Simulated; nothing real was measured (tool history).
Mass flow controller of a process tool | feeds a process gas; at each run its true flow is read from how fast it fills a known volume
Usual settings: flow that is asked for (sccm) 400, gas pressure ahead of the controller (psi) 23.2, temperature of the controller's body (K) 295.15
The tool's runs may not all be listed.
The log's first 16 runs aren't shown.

| run | hour | flow that is asked for (sccm) | gas pressure ahead of the controller (psi) | temperature of the controller's body (K) | true flow (%) |
|---|---|---|---|---|---|
| 17 | 4899.2 | 400 | 25.7 | 295.15 | 99.38 |
| 18 | 5221.6 | 400 | 25.7 | 295.15 | 99.55 |
| 19 | 5609.3 | 119 | 25.7 | 303.15 | 101.53 |
| 20 | 5910.1 | 119 | 25.7 | 303.15 | 101.36 |
| 21 | 6250.5 | 857 | 37.4 | 294.15 | 100.09 |
| 22 | 6616.8 | 182 | 22.0 | 309.15 | 101.37 |
| 23 | 6885.8 | 400 | 32.5 | 295.15 | 99.46 |
| 24 | 7096.6 | 243 | 25.1 | 295.15 | 99.79 |
| 25 | 7464.0 | 243 | 25.1 | 295.15 | 99.94 |
| 26 | 7752.8 | 243 | 25.1 | 295.15 | 99.99 |
| 27 | 7961.6 | 434 | 33.5 | 310.15 | 101.01 |
| 28 | 8296.5 | 400 | 33.4 | 310.15 | 100.90 |
| 29 | 8572.5 | 281 | 29.6 | 294.15 | 99.80 |
| 30 | 8881.0 | 281 | 29.6 | 294.15 | 99.79 |
| 31 | 9083.2 | 281 | 29.6 | 294.15 | 99.83 |
| 32 | 9463.8 | 281 | 24.4 | 294.15 | 100.15 |
| 33 | 9841.5 | 281 | 24.4 | 294.15 | 100.08 |
| 34 | 10142.1 | 157 | 24.4 | 308.15 | 102.12 |

5 ways to go on from here, each from the tool as it stands after run 34. What would each give?
| A | 10362.5 | 400 | 36.3 | 295.15 | ? |
| B | 10362.5 | 400 | 38.6 | 298.15 | ? |
| C | 10362.5 | 334 | 23.6 | 300.15 | ? |
| D | 10362.5 | 351 | 23.2 | 295.15 | ? |
| E | 10362.5 | 174 | 34.8 | 308.15 | ? |

| run | true flow (%) |
|---|---|
| A | 99.79 |
| B | 99.95 |
| C | 100.62 |
| D | 100.34 |
| E | 101.68 |
Without the tool's hidden state the same runs would have given:
| run | true flow (%) |
|---|---|
| A | 97.54 |
| B | 97.69 |
| C | 98.15 |
| D | 97.93 |
| E | 97.98 |
